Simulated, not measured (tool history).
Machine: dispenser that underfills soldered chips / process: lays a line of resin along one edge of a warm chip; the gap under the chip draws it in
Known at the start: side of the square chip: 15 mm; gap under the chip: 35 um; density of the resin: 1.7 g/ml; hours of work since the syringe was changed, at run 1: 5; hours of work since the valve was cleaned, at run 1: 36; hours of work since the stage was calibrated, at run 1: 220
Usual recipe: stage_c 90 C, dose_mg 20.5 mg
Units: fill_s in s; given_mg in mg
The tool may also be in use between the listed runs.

| run | hour | stage_c | dose_mg | hours of work since the syringe was changed | hours of work since the valve was cleaned | hours of work since the stage was calibrated | fill_s | given_mg |
|---|---|---|---|---|---|---|---|---|
| 1 | 0 | 90 | 20.5 | 5 | 36 | 220 | 371 | 20.2 |
|  | 1.3 | new syringe of resin |
| 2 | 8.5 | 97 | 20.5 | 5 | 42 | 226 | 280.5 | 20.22 |
|  | 10 | new syringe of resin |
| 3 | 15 | 97 | 20.5 | 3 | 46 | 230 | 256.3 | 20.18 |
|  | 19 | new syringe of resin |
|  | 23.5 | dispensing valve cleaned and set on the balance |
| 4 | 23.8 | 97 | 20.5 | 3 | 0 | 235 | 242 | 20.44 |
|  | 29 | new syringe of resin |
| 5 | 30.9 | 97 | 20.5 | 1 | 5 | 240 | 222.6 | 20.57 |
|  | 38.1 | new syringe of resin |
| 6 | 39.5 | 97 | 20.5 | 1 | 10 | 245 | 222.2 | 20.42 |
| 7 | 44.8 | 97 | 25.8 | 5 | 14 | 249 | 274.3 | 25.65 |
|  | 47.1 | new syringe of resin |
| 8 | 52.4 | 98 | 20.5 | 4 | 19 | 254 | 251.1 | 20.26 |
|  | 56.1 | new syringe of resin |
| 9 | 61.1 | 98 | 20.5 | 3 | 25 | 260 | 245.9 | 20.35 |
|  | 64.9 | new syringe of resin |
| 10 | 66.1 | 98 | 20.5 | 1 | 28 | 263 | 206.5 | 20.32 |
| 11 | 72.7 | 98 | 20.5 | 5 | 32 | 267 | 282.7 | 20.2 |
|  | 73.8 | new syringe of resin |
| 12 | 77.8 | 98 | 20.5 | 3 | 36 | 271 | 232 | 20.3 |
|  | 83 | new syringe of resin |
| 13 | 83 | 104 | 20.5 | 0 | 39 | 274 | 155.4 | 20.24 |
| 14 | 87.5 | 104 | 20.5 | 3 | 42 | 277 | 189.3 | 20.1 |
| 15 | 91.2 | 104 | 20.5 | 6 | 44 | 279 | 224.3 | 20.25 |
|  | 92.3 | new syringe of resin |
| 16 | 95.9 | 104 | 20.5 | 2 | 47 | 282 | 182.7 | 20.13 |
|  | 101.5 | new syringe of resin |
|  | 102.5 | dispensing valve cleaned and set on the balance |
| 17 | 102.5 | 90 | 21.2 | 0 | 0 | 286 | 264.9 | 21.3 |
| 18 | 110.6 | 90 | 20 | 6 | 6 | 292 | 394.5 | 20 |
|  | 111.6 | new syringe of resin |
| 19 | 119.2 | 105 | 20 | 5 | 11 | 297 | 213 | 19.88 |
|  | 120.7 | new syringe of resin |
| 20 | 124 | 105 | 20 | 2 | 14 | 300 | 172 | 19.81 |
|  | 129.4 | new syringe of resin |
| 21 | 129.4 | 103 | 20.5 | 0 | 18 | 304 | 158.4 | 20.35 |
| 22 | 136.9 | 78 | 20.5 | 5 | 23 | 309 | 641.1 | 20.43 |
|  | 138.3 | new syringe of resin |
| 23 | 140.9 | 97 | 21.8 | 2 | 25 | 311 | 226.5 | 21.47 |
| 24 | 144.9 | 90 | 25.9 | 4 | 28 | 314 | 350.5 | 25.66 |
|  | 147.6 | new syringe of resin |
| 25 | 153.1 | 82 | 22.3 | 4 | 33 | 319 | 470.7 | 22.09 |
|  | 156.8 | new syringe of resin |
| 26 | 161.1 | 96 | 22.5 | 3 | 38 | 324 | 249.3 | 22.14 |
|  | 166.1 | new syringe of resin |
| 27 | 168.4 | 87 | 20.5 | 2 | 43 | 329 | 342 | 20.16 |
| 28 | 172.4 | 93 | 25.4 | 4 | 46 | 332 | 314.5 | 24.96 |
|  | 175.1 | new syringe of resin |
| 29 | 178.1 | 102 | 20.9 | 2 | 50 | 336 | 192.3 | 20.47 |
|  | 180.8 | dispensing valve cleaned and set on the balance |
|  | 184.7 | new syringe of resin |
| 30 | 188 | 86 | 20.8 | 2 | 5 | 341 | 358.7 | 20.75 |
|  | 193.5 | new syringe of resin |
| 31 | 193.6 | 103 | 26.1 | 0 | 8 | 345 | 154.4 | 26.03 |
|  | 202.1 | new syringe of resin |
| 32 | 202.1 | 103 | 24 | 0 | 14 | 351 | 156.7 | 23.85 |
|  | 210.8 | new syringe of resin |
| 33 | 210.8 | 94 | 26 | 0 | 20 | 356 | 219.3 | 25.73 |
| 34 | 215 | 94 | 26 | 3 | 22 | 359 | 265.2 | 25.55 |

Alternative continuations, all from the tool just after run 34; predict every row:
|  | 219.5 | new syringe of resin |
| A | 219.5 | 86 | 19.1 | 0 | 25 | 362 | ? | ? |
|  | 219.5 | new syringe of resin |
| B | 219.5 | 81 | 21.7 | 0 | 25 | 362 | ? | ? |
|  | 219.5 | new syringe of resin |
| C | 219.5 | 85 | 22.8 | 0 | 25 | 362 | ? | ? |

| run | fill_s | given_mg |
|---|---|---|
| A | 324 | 18.99 |
| B | 396.2 | 21.55 |
| C | 325 | 22.53 |
Had the tool no hidden state, the same runs would have come out as:
| run | fill_s | given_mg |
|---|---|---|
| A | 348.7 | 19.21 |
| B | 427.8 | 21.81 |
| C | 350.4 | 22.8 |

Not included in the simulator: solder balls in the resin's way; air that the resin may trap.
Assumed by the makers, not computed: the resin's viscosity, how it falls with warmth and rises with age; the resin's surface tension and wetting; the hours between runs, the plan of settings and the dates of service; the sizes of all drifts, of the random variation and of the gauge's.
